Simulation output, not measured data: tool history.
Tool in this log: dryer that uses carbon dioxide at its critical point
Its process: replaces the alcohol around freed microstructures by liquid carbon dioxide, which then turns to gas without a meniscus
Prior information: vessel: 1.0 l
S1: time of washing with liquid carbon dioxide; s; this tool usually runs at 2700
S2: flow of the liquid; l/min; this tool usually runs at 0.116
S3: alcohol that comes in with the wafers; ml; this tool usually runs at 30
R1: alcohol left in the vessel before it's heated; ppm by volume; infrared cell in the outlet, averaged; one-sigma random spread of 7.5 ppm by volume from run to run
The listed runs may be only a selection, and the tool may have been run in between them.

run	hour	S1	S2	S3	R1
1	0.0	2700	0.116	30	870
# hour 20.9: inlet filter changed
2	27.5	2700	0.116	30	528
3	68.7	2700	0.116	32	606
4	93.8	2700	0.116	32	634
5	118.9	2700	0.116	32	669
6	155.9	2700	0.116	30	662
7	196.5	2700	0.116	30	739
# hour 241.2: purifier's bed changed
8	248.3	1680	0.181	89	1856
9	288.7	1620	0.181	46	1201
10	322.2	1740	0.101	23	2757
11	371.9	2700	0.182	41	145

Predict each of these 5 candidate next runs independently; none follows another, all start after run 11:
# hour 389.4: inlet filter changed
A	396.4	3420	0.116	54	?
# hour 389.4: inlet filter changed
B	396.4	2460	0.115	120	?
# hour 389.4: inlet filter changed
C	396.4	2880	0.116	30	?
# hour 389.4: inlet filter changed
D	396.4	2700	0.112	41	?
# hour 389.4: inlet filter changed
E	396.4	2700	0.117	54	?

run	R1
A	262
B	2338
C	319
D	643
E	671
Had the tool no hidden state, the same runs would have come out as:
run	R1
A	223
B	2268
C	279
D	599
E	628
